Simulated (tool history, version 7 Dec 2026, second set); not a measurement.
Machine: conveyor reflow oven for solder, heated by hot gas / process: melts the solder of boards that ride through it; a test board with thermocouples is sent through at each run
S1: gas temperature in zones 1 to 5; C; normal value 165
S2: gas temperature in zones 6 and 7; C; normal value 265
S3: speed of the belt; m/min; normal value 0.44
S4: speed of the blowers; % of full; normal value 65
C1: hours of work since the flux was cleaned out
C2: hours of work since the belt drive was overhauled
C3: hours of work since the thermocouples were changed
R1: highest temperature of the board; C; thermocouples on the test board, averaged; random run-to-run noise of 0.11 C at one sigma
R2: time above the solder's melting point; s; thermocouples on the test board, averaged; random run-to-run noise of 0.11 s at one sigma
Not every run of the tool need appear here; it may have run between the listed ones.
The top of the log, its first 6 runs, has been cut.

run	hour	S1	S2	S3	S4	C1	C2	C3	R1	R2
7	308.3	165	265	0.44	65	106	191	594	249.8	56.2
8	372.5	165	265	0.44	65	138	223	627	249.7	56.2
9	415.1	165	265	0.44	65	160	245	648	249.6	56.2
10	483.6	165	270	0.44	65	194	279	682	254	59.7
11	543.6	165	265	0.44	65	224	309	713	249.4	56
12	610.2	165	265	0.44	65	258	343	746	249.5	55.8
13	665.8	165	270	0.44	65	286	371	774	253.7	59.2
14	732.5	165	270	0.44	65	320	405	808	253.5	59.2
15	806.2	158	265	0.44	65	357	442	845	247.9	52.3
16	874.2	158	265	0.44	65	391	476	879	247.8	52.2
# hour 884.1: thermocouples of zones 6 and 7 changed
17	927.8	157	265	0.434	78	417	502	22	250.2	55.8

Run 18 is up next; what results do you expect?
# hour 949.4: flux residue cleaned out of gas plates and filters
18	974.3	157	265	0.434	78	12	523	43	?	?

Run 18 gave R1 252.6 C, R2 58.5 s.
Without the tool's hidden state the same run would have given R1 251.7 C, R2 57.3 s.

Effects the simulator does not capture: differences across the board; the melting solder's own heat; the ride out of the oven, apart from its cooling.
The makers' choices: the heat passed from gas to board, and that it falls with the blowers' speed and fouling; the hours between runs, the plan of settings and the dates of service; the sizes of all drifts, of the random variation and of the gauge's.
